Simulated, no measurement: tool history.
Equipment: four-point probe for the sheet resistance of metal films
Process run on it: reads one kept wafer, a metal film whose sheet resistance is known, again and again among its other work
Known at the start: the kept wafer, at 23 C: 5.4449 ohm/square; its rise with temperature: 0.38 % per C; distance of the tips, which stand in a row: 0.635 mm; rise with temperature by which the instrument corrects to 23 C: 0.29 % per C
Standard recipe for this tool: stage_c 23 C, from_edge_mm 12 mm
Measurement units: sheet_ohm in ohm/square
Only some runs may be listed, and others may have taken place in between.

Run 1, hour 0: usual settings. Result: sheet_ohm 5.45064 ohm/square.
Run 2, hour 10.9: usual settings. Result: sheet_ohm 5.449898 ohm/square.
Run 3, hour 24.5: usual settings. Result: sheet_ohm 5.451478 ohm/square.
Run 4, hour 39.7: usual settings. Result: sheet_ohm 5.448795 ohm/square.
Run 5, hour 49.2: usual settings. Result: sheet_ohm 5.44931 ohm/square.
At hour 53.9: stage's thermometer calibrated.
Run 6, hour 60.5: usual settings but from_edge_mm 8 mm. Result: sheet_ohm 5.452193 ohm/square.
Run 7, hour 81.3: usual settings but from_edge_mm 8 mm. Result: sheet_ohm 5.454037 ohm/square.
Run 8, hour 101.4: usual settings but from_edge_mm 8 mm. Result: sheet_ohm 5.450135 ohm/square.
Run 9, hour 117: usual settings but from_edge_mm 8 mm. Result: sheet_ohm 5.452905 ohm/square.
At hour 119.4: stage's thermometer calibrated, once more.
Run 10, hour 133.5: usual settings. Result: sheet_ohm 5.456733 ohm/square.
Run 11, hour 153.9: usual settings. Result: sheet_ohm 5.458688 ohm/square.
Run 12, hour 164.2: usual settings but stage_c 32 C. Result: sheet_ohm 5.49982 ohm/square.
Run 13, hour 175.9: usual settings but stage_c 32 C. Result: sheet_ohm 5.499589 ohm/square.
Run 14, hour 195.9: usual settings. Result: sheet_ohm 5.457137 ohm/square.
Run 15, hour 207.8: usual settings. Result: sheet_ohm 5.457965 ohm/square.
Run 16, hour 218.2: usual settings but from_edge_mm 35 mm. Result: sheet_ohm 5.449802 ohm/square.
Run 17, hour 231.2: usual settings but from_edge_mm 35 mm. Result: sheet_ohm 5.450771 ohm/square.
Run 18, hour 250.8: usual settings but stage_c 22 C, from_edge_mm 65 mm. Result: sheet_ohm 5.446262 ohm/square.
Run 19, hour 260.1: usual settings but stage_c 35 C, from_edge_mm 28 mm. Result: sheet_ohm 5.505839 ohm/square.
Run 20, hour 279.6: usual settings but stage_c 19 C, from_edge_mm 4 mm. Result: sheet_ohm 5.500776 ohm/square.
Run 21, hour 295.3: usual settings but stage_c 25 C, from_edge_mm 10 mm. Result: sheet_ohm 5.469683 ohm/square.
Run 22, hour 316.7: usual settings but stage_c 24 C, from_edge_mm 20 mm. Result: sheet_ohm 5.455809 ohm/square.
Run 23, hour 332.3: usual settings but stage_c 24 C, from_edge_mm 20 mm. Result: sheet_ohm 5.45474 ohm/square.
Run 24, hour 348: usual settings but from_edge_mm 24 mm. Result: sheet_ohm 5.450469 ohm/square.
Run 25, hour 357.3: usual settings but stage_c 20 C, from_edge_mm 5 mm. Result: sheet_ohm 5.479568 ohm/square.
Run 26, hour 366.9: usual settings but stage_c 24 C. Result: sheet_ohm 5.458669 ohm/square.
Run 27, hour 378.4: usual settings but from_edge_mm 23 mm. Result: sheet_ohm 5.448324 ohm/square.
Run 28, hour 399.4: usual settings but stage_c 28 C, from_edge_mm 4 mm. Result: sheet_ohm 5.542626 ohm/square.
Run 29, hour 410.4: usual settings but stage_c 29 C, from_edge_mm 11 mm. Result: sheet_ohm 5.482071 ohm/square.
Run 30, hour 432.2: usual settings but stage_c 18 C, from_edge_mm 7 mm. Result: sheet_ohm 5.44623 ohm/square.
Run 31, hour 447.8: usual settings but stage_c 25 C, from_edge_mm 18 mm. Result: sheet_ohm 5.459142 ohm/square.
Run 32, hour 459.4: usual settings but stage_c 22 C, from_edge_mm 37 mm. Result: sheet_ohm 5.441567 ohm/square.
Run 33, hour 475.1: usual settings but stage_c 27 C. Result: sheet_ohm 5.473 ohm/square.

Alternative continuations, all from the tool just after run 33; predict every row:
Run A, hour 493.8: usual settings but stage_c 22 C, from_edge_mm 4 mm. Result: sheet_ohm ?.
Run B, hour 493.8: usual settings but stage_c 21 C. Result: sheet_ohm ?.
Run C, hour 493.8: usual settings but stage_c 26 C. Result: sheet_ohm ?.

run  sheet_ohm
  A    5.51286
  B   5.442837
  C    5.46595
Without the tool's hidden state the same runs would have given:
run  sheet_ohm
  A   5.513045
  B   5.443021
  C   5.466123
